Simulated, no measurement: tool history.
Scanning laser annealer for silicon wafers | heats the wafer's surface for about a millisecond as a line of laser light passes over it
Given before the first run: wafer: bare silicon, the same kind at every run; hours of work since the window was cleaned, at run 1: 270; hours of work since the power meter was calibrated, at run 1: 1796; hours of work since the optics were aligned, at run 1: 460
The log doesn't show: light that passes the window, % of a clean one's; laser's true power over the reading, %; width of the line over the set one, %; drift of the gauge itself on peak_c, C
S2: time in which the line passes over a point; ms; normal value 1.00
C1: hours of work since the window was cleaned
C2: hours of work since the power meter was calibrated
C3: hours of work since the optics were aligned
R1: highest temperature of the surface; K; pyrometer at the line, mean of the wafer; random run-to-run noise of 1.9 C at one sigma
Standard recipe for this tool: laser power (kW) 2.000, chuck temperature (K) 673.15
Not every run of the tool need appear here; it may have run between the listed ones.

run 1 hour=0.0 | laser_power_(kW)=2.000 S2=1.00 chuck_temperature_(K)=673.15 | C1=270 C2=1796 C3=460 | R1=1337.15
-- hour=51.8 window over the wafer cleaned
run 2 hour=61.2 | laser_power_(kW)=2.000 S2=1.00 chuck_temperature_(K)=673.15 | C1=7 C2=1842 C3=506 | R1=1364.15
run 3 hour=89.4 | laser_power_(kW)=2.000 S2=1.00 chuck_temperature_(K)=673.15 | C1=29 C2=1864 C3=528 | R1=1361.15
run 4 hour=151.4 | laser_power_(kW)=2.000 S2=1.00 chuck_temperature_(K)=673.15 | C1=77 C2=1912 C3=576 | R1=1359.15
run 5 hour=182.4 | laser_power_(kW)=2.000 S2=0.79 chuck_temperature_(K)=673.15 | C1=101 C2=1936 C3=600 | R1=1277.15
run 6 hour=213.4 | laser_power_(kW)=2.000 S2=0.79 chuck_temperature_(K)=673.15 | C1=125 C2=1960 C3=624 | R1=1273.15
-- hour=221.8 laser's power meter calibrated
run 7 hour=263.4 | laser_power_(kW)=2.000 S2=0.79 chuck_temperature_(K)=673.15 | C1=162 C2=32 C3=660 | R1=1273.15
run 8 hour=309.7 | laser_power_(kW)=2.000 S2=0.79 chuck_temperature_(K)=673.15 | C1=197 C2=68 C3=696 | R1=1264.15
run 9 hour=348.2 | laser_power_(kW)=2.000 S2=0.79 chuck_temperature_(K)=673.15 | C1=227 C2=98 C3=726 | R1=1261.15
run 10 hour=382.6 | laser_power_(kW)=2.000 S2=0.79 chuck_temperature_(K)=673.15 | C1=254 C2=124 C3=752 | R1=1261.15
run 11 hour=416.0 | laser_power_(kW)=2.000 S2=0.75 chuck_temperature_(K)=673.15 | C1=280 C2=150 C3=778 | R1=1244.15
-- hour=454.9 window over the wafer cleaned
run 12 hour=459.6 | laser_power_(kW)=2.000 S2=0.75 chuck_temperature_(K)=673.15 | C1=4 C2=183 C3=811 | R1=1267.15
run 13 hour=497.8 | laser_power_(kW)=2.000 S2=0.75 chuck_temperature_(K)=673.15 | C1=33 C2=212 C3=840 | R1=1266.15
run 14 hour=537.2 | laser_power_(kW)=2.094 S2=0.75 chuck_temperature_(K)=671.15 | C1=64 C2=243 C3=871 | R1=1287.15
-- hour=545.1 laser's power meter calibrated, once more
run 15 hour=582.7 | laser_power_(kW)=2.094 S2=0.82 chuck_temperature_(K)=635.15 | C1=97 C2=29 C3=904 | R1=1283.15
run 16 hour=619.8 | laser_power_(kW)=2.000 S2=1.11 chuck_temperature_(K)=707.15 | C1=125 C2=58 C3=932 | R1=1420.15
run 17 hour=649.7 | laser_power_(kW)=2.105 S2=1.11 chuck_temperature_(K)=707.15 | C1=149 C2=81 C3=955 | R1=1451.15
run 18 hour=688.9 | laser_power_(kW)=2.105 S2=1.11 chuck_temperature_(K)=654.15 | C1=179 C2=111 C3=986 | R1=1397.15
run 19 hour=749.1 | laser_power_(kW)=2.108 S2=0.92 chuck_temperature_(K)=700.15 | C1=225 C2=158 C3=1032 | R1=1371.15

Across each entry between runs, compare the hidden state at the last listed run before it with the hidden state at the first listed run after it:
Between runs 1 and 2: window over the wafer cleaned (hour 51.8)
  light that passes the window, % of a clean one's: 95.39 -> 99.77; laser's true power over the reading, %: -0.51 -> -0.53; width of the line over the set one, %: 1.31 -> 1.39
  the result without the hidden state subtracted from the measured one, R1: -40.00 -> -10.00 K
Between runs 6 and 7: laser's power meter calibrated (hour 221.8)
  light that passes the window, % of a clean one's: 97.85 -> 97.25; laser's true power over the reading, %: -0.57 -> -0.9; width of the line over the set one, %: 1.64 -> 1.71
  the result without the hidden state subtracted from the measured one, R1: -22.00 -> -28.00 K
Between runs 11 and 12: window over the wafer cleaned (hour 454.9)
  light that passes the window, % of a clean one's: 95.21 -> 99.75; laser's true power over the reading, %: -0.94 -> -0.95; width of the line over the set one, %: 1.97 -> 2.04
  the result without the hidden state subtracted from the measured one, R1: -40.00 -> -14.00 K
Between runs 14 and 15: laser's power meter calibrated, once more (hour 545.1)
  light that passes the window, % of a clean one's: 98.74 -> 98.18; laser's true power over the reading, %: -0.97 -> -0.15; width of the line over the set one, %: 2.16 -> 2.23
  the result without the hidden state subtracted from the measured one, R1: -21.00 -> -21.00 K

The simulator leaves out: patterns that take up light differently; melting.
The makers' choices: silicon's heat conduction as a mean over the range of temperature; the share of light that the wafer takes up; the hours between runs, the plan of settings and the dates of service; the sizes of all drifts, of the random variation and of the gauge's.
